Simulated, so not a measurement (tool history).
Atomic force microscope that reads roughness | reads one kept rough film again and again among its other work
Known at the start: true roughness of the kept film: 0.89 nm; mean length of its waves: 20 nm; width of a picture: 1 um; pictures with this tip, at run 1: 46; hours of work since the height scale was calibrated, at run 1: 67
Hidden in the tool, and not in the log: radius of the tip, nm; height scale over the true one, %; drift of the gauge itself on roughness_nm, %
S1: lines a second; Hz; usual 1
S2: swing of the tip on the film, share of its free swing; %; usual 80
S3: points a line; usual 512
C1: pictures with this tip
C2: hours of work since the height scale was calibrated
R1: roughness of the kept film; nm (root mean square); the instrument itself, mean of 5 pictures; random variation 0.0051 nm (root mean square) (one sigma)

| run | hour | S1 | S2 | S3 | C1 | C2 | R1 |
|---|---|---|---|---|---|---|---|
| 1 | 0 | 1 | 80 | 512 | 46 | 67 | 0.769 |
| 2 | 7.4 | 1 | 87 | 512 | 56 | 71 | 0.75 |
| 3 | 11.9 | 1 | 87 | 512 | 63 | 73 | 0.745 |
| 4 | 17.6 | 1 | 80 | 311 | 71 | 76 | 0.753 |
| 5 | 23.2 | 1 | 67 | 512 | 79 | 79 | 0.768 |
|  | 24.8 | height scale calibrated on a step standard |
| 6 | 30.6 | 1 | 80 | 512 | 88 | 3 | 0.749 |
| 7 | 35.7 | 4 | 80 | 512 | 95 | 5 | 0.665 |
| 8 | 43.8 | 4 | 80 | 512 | 107 | 9 | 0.666 |
| 9 | 49.4 | 1 | 65 | 853 | 114 | 12 | 0.773 |
|  | 58.9 | height scale calibrated on a step standard, once more |
| 10 | 59.6 | 1.25 | 58 | 434 | 128 | 0 | 0.762 |
| 11 | 66 | 1.25 | 58 | 434 | 137 | 3 | 0.77 |

Forecast each of these 4 alternatives for the next run:
| A | 72.9 | 1.25 | 58 | 1014 | 146 | 7 | ? |
| B | 72.9 | 2.97 | 66 | 274 | 146 | 7 | ? |
| C | 72.9 | 1 | 80 | 306 | 146 | 7 | ? |
| D | 72.9 | 0.73 | 58 | 894 | 146 | 7 | ? |

| run | R1 |
|---|---|
| A | 0.772 |
| B | 0.721 |
| C | 0.726 |
| D | 0.783 |
Without the tool's hidden state the same runs would have given:
| run | R1 |
|---|---|
| A | 0.803 |
| B | 0.75 |
| C | 0.755 |
| D | 0.814 |
